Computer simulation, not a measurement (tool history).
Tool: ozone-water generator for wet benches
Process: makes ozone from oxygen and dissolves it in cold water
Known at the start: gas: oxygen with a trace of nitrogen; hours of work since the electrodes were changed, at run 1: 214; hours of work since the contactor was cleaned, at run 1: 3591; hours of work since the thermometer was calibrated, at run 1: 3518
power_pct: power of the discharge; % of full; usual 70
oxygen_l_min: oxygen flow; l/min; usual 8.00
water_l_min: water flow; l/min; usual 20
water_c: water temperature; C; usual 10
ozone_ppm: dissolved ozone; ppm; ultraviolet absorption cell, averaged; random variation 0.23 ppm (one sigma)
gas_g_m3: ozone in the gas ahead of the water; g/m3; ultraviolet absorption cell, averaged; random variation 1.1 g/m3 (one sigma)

| run | hour | power_pct | oxygen_l_min | water_l_min | water_c | hours of work since the electrodes were changed | hours of work since the contactor was cleaned | hours of work since the thermometer was calibrated | ozone_ppm | gas_g_m3 |
|---|---|---|---|---|---|---|---|---|---|---|
| 1 | 0.0 | 70 | 8.00 | 20 | 10 | 214 | 3591 | 3518 | 33.3 | 203.8 |
| 2 | 26.9 | 70 | 8.00 | 20 | 10 | 236 | 3614 | 3541 | 33.4 | 202.8 |
| 3 | 55.0 | 70 | 8.00 | 20 | 10 | 260 | 3637 | 3564 | 33.6 | 205.2 |
| 4 | 69.5 | 70 | 8.00 | 20 | 10 | 272 | 3650 | 3577 | 33.9 | 203.2 |
|  | 72.2 | water thermometer calibrated |
| 5 | 86.2 | 70 | 8.00 | 20 | 7 | 286 | 3663 | 12 | 35.0 | 201.9 |
| 6 | 104.8 | 70 | 8.00 | 20 | 7 | 301 | 3679 | 27 | 34.5 | 204.0 |
| 7 | 132.3 | 70 | 8.00 | 20 | 10 | 324 | 3702 | 50 | 33.4 | 201.3 |
| 8 | 154.7 | 70 | 8.00 | 20 | 10 | 343 | 3721 | 69 | 33.6 | 203.0 |
| 9 | 176.0 | 70 | 8.00 | 22 | 10 | 361 | 3738 | 87 | 31.3 | 202.7 |
| 10 | 189.5 | 54 | 7.78 | 20 | 8 | 372 | 3750 | 98 | 29.8 | 177.3 |
| 11 | 215.1 | 54 | 7.78 | 20 | 8 | 394 | 3771 | 120 | 30.1 | 177.8 |
| 12 | 243.9 | 62 | 6.40 | 23 | 10 | 418 | 3796 | 144 | 27.2 | 208.3 |
|  | 255.3 | water thermometer calibrated, once more |
| 13 | 268.0 | 43 | 7.49 | 18 | 10 | 438 | 3815 | 11 | 27.9 | 159.5 |

Forecast each of these 5 alternatives for the next run:
| A | 291.0 | 43 | 5.11 | 23 | 10 | 457 | 3835 | 30 | ? | ? |
| B | 291.0 | 80 | 7.49 | 15 | 10 | 457 | 3835 | 30 | ? | ? |
| C | 291.0 | 78 | 7.49 | 18 | 10 | 457 | 3835 | 30 | ? | ? |
| D | 291.0 | 43 | 7.49 | 18 | 5 | 457 | 3835 | 30 | ? | ? |
| E | 291.0 | 55 | 7.49 | 18 | 10 | 457 | 3835 | 30 | ? | ? |

| run | ozone_ppm | gas_g_m3 |
|---|---|---|
| A | 21.5 | 191.0 |
| B | 43.6 | 222.4 |
| C | 38.3 | 220.5 |
| D | 29.7 | 159.7 |
| E | 31.4 | 182.2 |
Without the tool's hidden state the same runs would have given:
| run | ozone_ppm | gas_g_m3 |
|---|---|---|
| A | 22.0 | 192.3 |
| B | 44.4 | 224.6 |
| C | 39.1 | 222.6 |
| D | 30.2 | 160.8 |
| E | 32.0 | 183.7 |
